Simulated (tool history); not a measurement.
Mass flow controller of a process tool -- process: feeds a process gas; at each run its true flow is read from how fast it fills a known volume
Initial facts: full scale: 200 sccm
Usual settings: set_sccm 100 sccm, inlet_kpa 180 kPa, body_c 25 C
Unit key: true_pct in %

run	day	set_sccm	inlet_kpa	body_c	true_pct
1	0	100	180	25	98.61
2	4.317	100	180	25	98.62
3	7.475	100	180	25	98.64
4	11.492	100	180	25	98.59
5	13.933	100	180	25	98.56
6	16.629	100	180	25	98.62
7	21.712	100	180	25	98.5
8	26.188	67	180	25	97.94
9	31.004	100	180	36	99.63
10	34.954	67	180	36	99
11	39.992	67	180	36	98.95
12	43.208	100	180	25	98.4
13	48.258	100	180	25	98.43
14	52.225	100	161	25	98.35
15	55.071	100	161	25	98.36
16	59.45	100	161	25	98.48
17	63.621	100	161	25	98.29
18	67.771	100	156	25	98.2
# day 68.075: controller's zero set anew
19	70.088	100	180	25	98.27
20	73.142	100	180	25	98.19
21	76.679	100	180	25	98.12
22	79.575	100	180	25	98.12
# day 81.533: controller's zero set anew, once more
23	82.067	100	180	25	98.67
24	86.725	100	180	25	98.52
25	90.762	23	180	24	97.3
26	95.392	23	180	24	97.27
27	100.542	83	180	25	98.37
28	104.483	83	180	25	98.33
29	107.579	55	180	25	97.94
30	112.717	55	180	25	97.81
31	117.146	61	153	25	97.83
32	121.183	24	268	25	97.4
33	123.321	49	250	33	98.55
34	125.583	122	236	25	98.91
35	128.225	122	236	25	98.85
36	131.917	148	180	23	98.7
37	136.975	52	180	25	97.57
38	140.921	52	180	25	97.69
39	143.829	100	202	25	98.5
40	146.208	100	202	25	98.42
41	151.288	193	210	35	100.4
42	154.958	22	180	38	97.75
43	158.142	22	213	38	97.94
44	162.367	160	252	24	99.15
45	165.071	160	252	24	99.05
46	169.388	160	252	34	99.96
47	173.158	100	180	28	98.52

3 ways to go on from here, each from the tool as it stands after run 47. What would each give?
A	176.854	153	180	25	?
B	176.854	100	147	37	?
C	176.854	170	161	33	?

run	true_pct
A	98.9
B	99.28
C	99.86
The same runs, with their run-to-run variation unchanged, on a tool lacking any hidden condition would have given:
run	true_pct
A	99.45
B	99.92
C	100.39

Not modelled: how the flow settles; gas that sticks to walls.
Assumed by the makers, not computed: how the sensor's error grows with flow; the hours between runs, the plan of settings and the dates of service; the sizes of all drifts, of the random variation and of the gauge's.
